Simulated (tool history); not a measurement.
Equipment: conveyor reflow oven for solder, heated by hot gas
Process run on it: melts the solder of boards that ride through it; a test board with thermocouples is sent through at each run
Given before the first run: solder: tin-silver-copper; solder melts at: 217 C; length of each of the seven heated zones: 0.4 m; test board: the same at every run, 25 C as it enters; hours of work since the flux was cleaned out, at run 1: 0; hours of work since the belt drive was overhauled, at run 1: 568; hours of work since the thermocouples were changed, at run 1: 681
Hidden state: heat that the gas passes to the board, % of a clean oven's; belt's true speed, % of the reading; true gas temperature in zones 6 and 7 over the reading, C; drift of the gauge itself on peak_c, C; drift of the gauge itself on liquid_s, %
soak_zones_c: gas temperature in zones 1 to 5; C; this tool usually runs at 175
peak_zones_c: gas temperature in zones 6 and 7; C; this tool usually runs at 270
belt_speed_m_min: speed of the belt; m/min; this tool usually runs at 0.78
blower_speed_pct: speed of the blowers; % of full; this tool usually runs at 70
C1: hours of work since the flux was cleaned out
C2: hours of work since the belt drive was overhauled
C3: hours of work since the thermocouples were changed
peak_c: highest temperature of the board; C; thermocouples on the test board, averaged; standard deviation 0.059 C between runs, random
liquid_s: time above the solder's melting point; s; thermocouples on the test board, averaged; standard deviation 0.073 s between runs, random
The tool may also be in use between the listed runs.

Run 1, hour 0: usual settings; C1 0; C2 568; C3 681. Result: peak_c 255 C, liquid_s 48.07 s.
Run 2, hour 21.7: usual settings; C1 15; C2 582; C3 696. Result: peak_c 254.91 C, liquid_s 48.05 s.
Run 3, hour 43.8: usual settings; C1 30; C2 597; C3 711. Result: peak_c 254.82 C, liquid_s 48.15 s.
Run 4, hour 71: usual settings; C1 48; C2 616; C3 729. Result: peak_c 254.7 C, liquid_s 48.03 s.
At hour 76.2: thermocouples of zones 6 and 7 changed.
Run 5, hour 93: usual settings; C1 61; C2 629; C3 11. Result: peak_c 253.41 C, liquid_s 47.23 s.
Run 6, hour 114.7: usual settings; C1 76; C2 644; C3 26. Result: peak_c 253.16 C, liquid_s 47.16 s.
Run 7, hour 155.6: usual settings; C1 104; C2 671; C3 54. Result: peak_c 253.15 C, liquid_s 47.12 s.

What does the tool deliver on the next run?
Run 8, hour 199.2: usual settings but soak_zones_c 160 C, belt_speed_m_min 0.765 m/min, blower_speed_pct 51 % of full; C1 133; C2 701; C3 83. Result: peak_c ?, liquid_s ?.

{"run 8": {"peak_c": 245.14, "liquid_s": 37.41}}
With the hidden condition absent and the run-to-run variation left alone, this run would have shown peak_c 245.59 C, liquid_s 37.37 s.
